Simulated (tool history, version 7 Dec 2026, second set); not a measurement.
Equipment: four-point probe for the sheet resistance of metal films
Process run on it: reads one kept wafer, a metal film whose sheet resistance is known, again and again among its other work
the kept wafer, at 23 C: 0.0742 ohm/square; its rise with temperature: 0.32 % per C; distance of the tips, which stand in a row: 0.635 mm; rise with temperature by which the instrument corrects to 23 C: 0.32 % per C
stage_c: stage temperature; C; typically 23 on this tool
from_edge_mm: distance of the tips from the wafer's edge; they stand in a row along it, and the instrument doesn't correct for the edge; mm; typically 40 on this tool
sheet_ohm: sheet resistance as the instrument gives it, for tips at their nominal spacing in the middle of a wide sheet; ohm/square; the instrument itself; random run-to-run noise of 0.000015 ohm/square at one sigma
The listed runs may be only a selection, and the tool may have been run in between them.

{"run": 1, "day": 0.0, "stage_c": 23, "from_edge_mm": 40, "sheet_ohm": 0.074204}
{"day": 0.121, "done": "stage's thermometer calibrated"}
{"run": 2, "day": 1.046, "stage_c": 23, "from_edge_mm": 30, "sheet_ohm": 0.07417}
{"run": 3, "day": 2.533, "stage_c": 23, "from_edge_mm": 30, "sheet_ohm": 0.074176}
{"run": 4, "day": 3.508, "stage_c": 21, "from_edge_mm": 30, "sheet_ohm": 0.074128}
{"run": 5, "day": 4.792, "stage_c": 19, "from_edge_mm": 40, "sheet_ohm": 0.074142}
{"run": 6, "day": 6.562, "stage_c": 19, "from_edge_mm": 40, "sheet_ohm": 0.07415}
{"run": 7, "day": 7.946, "stage_c": 19, "from_edge_mm": 40, "sheet_ohm": 0.074134}
{"run": 8, "day": 9.304, "stage_c": 19, "from_edge_mm": 40, "sheet_ohm": 0.074157}
{"day": 10.254, "done": "stage's thermometer calibrated, once more"}
{"run": 9, "day": 10.508, "stage_c": 19, "from_edge_mm": 40, "sheet_ohm": 0.07433}
{"run": 10, "day": 11.867, "stage_c": 23, "from_edge_mm": 40, "sheet_ohm": 0.074367}
{"run": 11, "day": 13.65, "stage_c": 23, "from_edge_mm": 40, "sheet_ohm": 0.074357}
{"run": 12, "day": 14.533, "stage_c": 23, "from_edge_mm": 40, "sheet_ohm": 0.074348}
{"run": 13, "day": 15.333, "stage_c": 23, "from_edge_mm": 40, "sheet_ohm": 0.074367}
{"run": 14, "day": 16.154, "stage_c": 27, "from_edge_mm": 40, "sheet_ohm": 0.07436}
{"run": 15, "day": 17.383, "stage_c": 23, "from_edge_mm": 40, "sheet_ohm": 0.074353}
{"run": 16, "day": 19.179, "stage_c": 23, "from_edge_mm": 40, "sheet_ohm": 0.07434}
{"run": 17, "day": 20.688, "stage_c": 23, "from_edge_mm": 40, "sheet_ohm": 0.074394}
{"run": 18, "day": 21.558, "stage_c": 21, "from_edge_mm": 40, "sheet_ohm": 0.074383}
{"run": 19, "day": 22.304, "stage_c": 35, "from_edge_mm": 40, "sheet_ohm": 0.074456}
{"run": 20, "day": 23.55, "stage_c": 35, "from_edge_mm": 40, "sheet_ohm": 0.074417}
{"run": 21, "day": 25.079, "stage_c": 23, "from_edge_mm": 5, "sheet_ohm": 0.075016}
{"run": 22, "day": 26.433, "stage_c": 18, "from_edge_mm": 40, "sheet_ohm": 0.074395}
{"run": 23, "day": 28.121, "stage_c": 20, "from_edge_mm": 4, "sheet_ohm": 0.075372}
{"run": 24, "day": 29.117, "stage_c": 20, "from_edge_mm": 4, "sheet_ohm": 0.075391}
{"run": 25, "day": 30.504, "stage_c": 20, "from_edge_mm": 4, "sheet_ohm": 0.075366}
{"run": 26, "day": 32.15, "stage_c": 23, "from_edge_mm": 5, "sheet_ohm": 0.075036}
{"run": 27, "day": 33.179, "stage_c": 21, "from_edge_mm": 67, "sheet_ohm": 0.074398}
{"run": 28, "day": 34.138, "stage_c": 24, "from_edge_mm": 74, "sheet_ohm": 0.074385}
{"run": 29, "day": 34.933, "stage_c": 23, "from_edge_mm": 6, "sheet_ohm": 0.074844}
{"run": 30, "day": 36.746, "stage_c": 23, "from_edge_mm": 6, "sheet_ohm": 0.074852}
{"run": 31, "day": 38.196, "stage_c": 23, "from_edge_mm": 6, "sheet_ohm": 0.074863}
{"run": 32, "day": 39.396, "stage_c": 31, "from_edge_mm": 23, "sheet_ohm": 0.074492}
{"run": 33, "day": 40.408, "stage_c": 28, "from_edge_mm": 40, "sheet_ohm": 0.074478}
{"run": 34, "day": 41.904, "stage_c": 19, "from_edge_mm": 27, "sheet_ohm": 0.074421}
{"run": 35, "day": 42.804, "stage_c": 19, "from_edge_mm": 4, "sheet_ohm": 0.075391}
{"run": 36, "day": 43.925, "stage_c": 28, "from_edge_mm": 19, "sheet_ohm": 0.074515}
{"run": 37, "day": 45.346, "stage_c": 28, "from_edge_mm": 61, "sheet_ohm": 0.074482}
{"run": 38, "day": 46.954, "stage_c": 18, "from_edge_mm": 44, "sheet_ohm": 0.074428}
{"run": 39, "day": 48.625, "stage_c": 20, "from_edge_mm": 18, "sheet_ohm": 0.074488}
{"run": 40, "day": 50.238, "stage_c": 20, "from_edge_mm": 18, "sheet_ohm": 0.074511}
{"run": 41, "day": 52.017, "stage_c": 20, "from_edge_mm": 18, "sheet_ohm": 0.074498}

Table of differences, measured result less the result of that run with no hidden state. Run-to-run variation is the same in both. Gauge scatter possibly is not:
Hidden state present: inner tips' distance over the nominal, %; tips' flats over new ones', %; wafer's true temperature over the reading, C; drift of the gauge itself on sheet_ohm, %.
run=1 sheet_ohm=-0.00003
run=2 sheet_ohm=-0.000077
run=3 sheet_ohm=-0.000072
run=4 sheet_ohm=-0.00007
run=5 sheet_ohm=-0.000067
run=6 sheet_ohm=-0.000061
run=7 sheet_ohm=-0.000055
run=8 sheet_ohm=-0.000052
run=9 sheet_ohm=+0.000136
run=10 sheet_ohm=+0.000139
run=11 sheet_ohm=+0.000145
run=12 sheet_ohm=+0.000148
run=13 sheet_ohm=+0.000151
run=14 sheet_ohm=+0.000154
run=15 sheet_ohm=+0.000158
run=16 sheet_ohm=+0.000164
run=17 sheet_ohm=+0.000169
run=18 sheet_ohm=+0.000172
run=19 sheet_ohm=+0.000175
run=20 sheet_ohm=+0.000178
run=21 sheet_ohm=+0.000184
run=22 sheet_ohm=+0.000187
run=23 sheet_ohm=+0.000194
run=24 sheet_ohm=+0.000198
run=25 sheet_ohm=+0.000203
run=26 sheet_ohm=+0.000207
run=27 sheet_ohm=+0.000209
run=28 sheet_ohm=+0.000212
run=29 sheet_ohm=+0.000215
run=30 sheet_ohm=+0.000221
run=31 sheet_ohm=+0.000226
run=32 sheet_ohm=+0.00023
run=33 sheet_ohm=+0.000234
run=34 sheet_ohm=+0.000236
run=35 sheet_ohm=+0.000243
run=36 sheet_ohm=+0.000245
run=37 sheet_ohm=+0.00025
run=38 sheet_ohm=+0.000253
run=39 sheet_ohm=+0.000258
run=40 sheet_ohm=+0.000263
run=41 sheet_ohm=+0.000268
